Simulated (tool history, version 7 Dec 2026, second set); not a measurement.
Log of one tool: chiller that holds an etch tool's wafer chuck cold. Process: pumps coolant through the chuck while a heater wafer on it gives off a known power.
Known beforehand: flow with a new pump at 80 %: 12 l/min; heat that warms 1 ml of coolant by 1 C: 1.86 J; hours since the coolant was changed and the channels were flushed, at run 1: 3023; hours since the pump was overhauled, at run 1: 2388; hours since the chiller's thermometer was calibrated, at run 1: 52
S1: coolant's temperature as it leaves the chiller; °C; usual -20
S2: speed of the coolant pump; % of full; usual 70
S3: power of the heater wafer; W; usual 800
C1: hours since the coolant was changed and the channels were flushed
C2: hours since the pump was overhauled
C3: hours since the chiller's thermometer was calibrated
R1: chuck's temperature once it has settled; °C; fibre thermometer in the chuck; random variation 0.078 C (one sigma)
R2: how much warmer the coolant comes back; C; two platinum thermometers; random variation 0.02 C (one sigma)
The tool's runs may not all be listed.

{"run": 1, "hour": 0.0, "S1": -20, "S2": 70, "S3": 800, "C1": 3023, "C2": 2388, "C3": 52, "R1": -10.36, "R2": 2.67}
{"run": 2, "hour": 114.9, "S1": -20, "S2": 70, "S3": 800, "C1": 3138, "C2": 2503, "C3": 167, "R1": -10.37, "R2": 2.68}
{"run": 3, "hour": 226.7, "S1": -28, "S2": 70, "S3": 800, "C1": 3250, "C2": 2615, "C3": 279, "R1": -18.12, "R2": 2.68}
{"run": 4, "hour": 374.3, "S1": -19, "S2": 70, "S3": 800, "C1": 3397, "C2": 2763, "C3": 427, "R1": -9.29, "R2": 2.67}
{"run": 5, "hour": 478.9, "S1": -19, "S2": 70, "S3": 800, "C1": 3502, "C2": 2867, "C3": 531, "R1": -9.27, "R2": 2.72}
{"run": 6, "hour": 543.3, "S1": -19, "S2": 70, "S3": 800, "C1": 3566, "C2": 2932, "C3": 596, "R1": -9.22, "R2": 2.66}
{"run": 7, "hour": 618.1, "S1": -19, "S2": 70, "S3": 800, "C1": 3641, "C2": 3007, "C3": 671, "R1": -9.14, "R2": 2.7}
{"run": 8, "hour": 703.4, "S1": -19, "S2": 70, "S3": 800, "C1": 3726, "C2": 3092, "C3": 756, "R1": -9.22, "R2": 2.71}
{"run": 9, "hour": 824.9, "S1": -19, "S2": 70, "S3": 800, "C1": 3848, "C2": 3213, "C3": 877, "R1": -9.05, "R2": 2.74}
{"run": 10, "hour": 924.6, "S1": -14, "S2": 70, "S3": 800, "C1": 3948, "C2": 3313, "C3": 977, "R1": -4.06, "R2": 2.72}
{"run": 11, "hour": 1060.6, "S1": -20, "S2": 70, "S3": 638, "C1": 4084, "C2": 3449, "C3": 1113, "R1": -12.14, "R2": 2.21}
{"run": 12, "hour": 1178.6, "S1": -20, "S2": 70, "S3": 638, "C1": 4202, "C2": 3567, "C3": 1231, "R1": -12.04, "R2": 2.17}
{"run": 13, "hour": 1297.3, "S1": -20, "S2": 70, "S3": 638, "C1": 4320, "C2": 3686, "C3": 1350, "R1": -12.08, "R2": 2.19}
{"run": 14, "hour": 1375.4, "S1": -20, "S2": 70, "S3": 800, "C1": 4398, "C2": 3764, "C3": 1428, "R1": -9.89, "R2": 2.74}
{"run": 15, "hour": 1447.0, "S1": -20, "S2": 70, "S3": 800, "C1": 4470, "C2": 3835, "C3": 1499, "R1": -10.0, "R2": 2.73}
{"run": 16, "hour": 1577.5, "S1": -19, "S2": 70, "S3": 800, "C1": 4600, "C2": 3966, "C3": 1630, "R1": -8.86, "R2": 2.75}
{"run": 17, "hour": 1725.9, "S1": -30, "S2": 75, "S3": 1008, "C1": 4749, "C2": 4114, "C3": 1778, "R1": -17.86, "R2": 3.23}
{"run": 18, "hour": 1871.0, "S1": -30, "S2": 75, "S3": 1008, "C1": 4894, "C2": 4259, "C3": 1923, "R1": -17.8, "R2": 3.26}
{"run": 19, "hour": 1985.0, "S1": -26, "S2": 70, "S3": 681, "C1": 5008, "C2": 4373, "C3": 2037, "R1": -17.49, "R2": 2.36}
{"run": 20, "hour": 2077.9, "S1": -26, "S2": 70, "S3": 681, "C1": 5101, "C2": 4466, "C3": 2130, "R1": -17.3, "R2": 2.39}
{"run": 21, "hour": 2226.2, "S1": -10, "S2": 80, "S3": 494, "C1": 5249, "C2": 4615, "C3": 2279, "R1": -4.4, "R2": 1.52}
{"run": 22, "hour": 2308.2, "S1": -25, "S2": 80, "S3": 1096, "C1": 5331, "C2": 4697, "C3": 2361, "R1": -12.04, "R2": 3.32}
{"run": 23, "hour": 2428.1, "S1": -20, "S2": 77, "S3": 1096, "C1": 5451, "C2": 4817, "C3": 2481, "R1": -6.72, "R2": 3.49}
{"run": 24, "hour": 2526.3, "S1": -20, "S2": 77, "S3": 1096, "C1": 5549, "C2": 4915, "C3": 2579, "R1": -6.7, "R2": 3.52}
{"run": 25, "hour": 2590.1, "S1": -20, "S2": 77, "S3": 1096, "C1": 5613, "C2": 4978, "C3": 2643, "R1": -6.7, "R2": 3.49}
{"run": 26, "hour": 2688.6, "S1": -21, "S2": 70, "S3": 800, "C1": 5712, "C2": 5077, "C3": 2741, "R1": -10.55, "R2": 2.87}
{"run": 27, "hour": 2810.4, "S1": -28, "S2": 63, "S3": 800, "C1": 5833, "C2": 5199, "C3": 2863, "R1": -16.77, "R2": 3.17}
{"run": 28, "hour": 2937.3, "S1": -17, "S2": 83, "S3": 488, "C1": 5960, "C2": 5326, "C3": 2990, "R1": -11.38, "R2": 1.42}
{"hour": 2983.5, "done": "coolant changed, channels flushed"}
{"run": 29, "hour": 3088.8, "S1": -17, "S2": 83, "S3": 488, "C1": 105, "C2": 5471, "C3": 3135, "R1": -11.99, "R2": 1.44}
{"run": 30, "hour": 3168.8, "S1": -19, "S2": 69, "S3": 984, "C1": 185, "C2": 5551, "C3": 3215, "R1": -7.09, "R2": 3.59}
{"run": 31, "hour": 3310.8, "S1": -19, "S2": 69, "S3": 984, "C1": 327, "C2": 5693, "C3": 3357, "R1": -7.09, "R2": 3.62}

The same runs without the tool's hidden state, with the same run-to-run variation:
The hidden state here: heat passed by the chuck's channels, % of clean ones'; flow at a given pump speed, % of a new pump's; coolant's true temperature over the reading, C; drift of the gauge itself on chuck_c, C; drift of the gauge itself on warmer_back_c, C.
run=1 R1=-11.19 R2=2.52
run=2 R1=-11.22 R2=2.51
run=3 R1=-19.01 R2=2.51
run=4 R1=-10.21 R2=2.49
run=5 R1=-10.22 R2=2.53
run=6 R1=-10.18 R2=2.47
run=7 R1=-10.12 R2=2.50
run=8 R1=-10.23 R2=2.51
run=9 R1=-10.09 R2=2.52
run=10 R1=-5.13 R2=2.50
run=11 R1=-12.99 R2=2.02
run=12 R1=-12.91 R2=1.98
run=13 R1=-12.98 R2=1.99
run=14 R1=-11.07 R2=2.49
run=15 R1=-11.21 R2=2.47
run=16 R1=-10.10 R2=2.49
run=17 R1=-19.44 R2=2.90
run=18 R1=-19.42 R2=2.93
run=19 R1=-18.61 R2=2.11
run=20 R1=-18.44 R2=2.12
run=21 R1=-5.12 R2=1.35
run=22 R1=-13.90 R2=2.94
run=23 R1=-8.69 R2=3.08
run=24 R1=-8.70 R2=3.10
run=25 R1=-8.72 R2=3.07
run=26 R1=-12.11 R2=2.52
run=27 R1=-18.50 R2=2.77
run=28 R1=-12.16 R2=1.24
run=29 R1=-12.23 R2=1.24
run=30 R1=-8.00 R2=3.10
run=31 R1=-8.05 R2=3.12
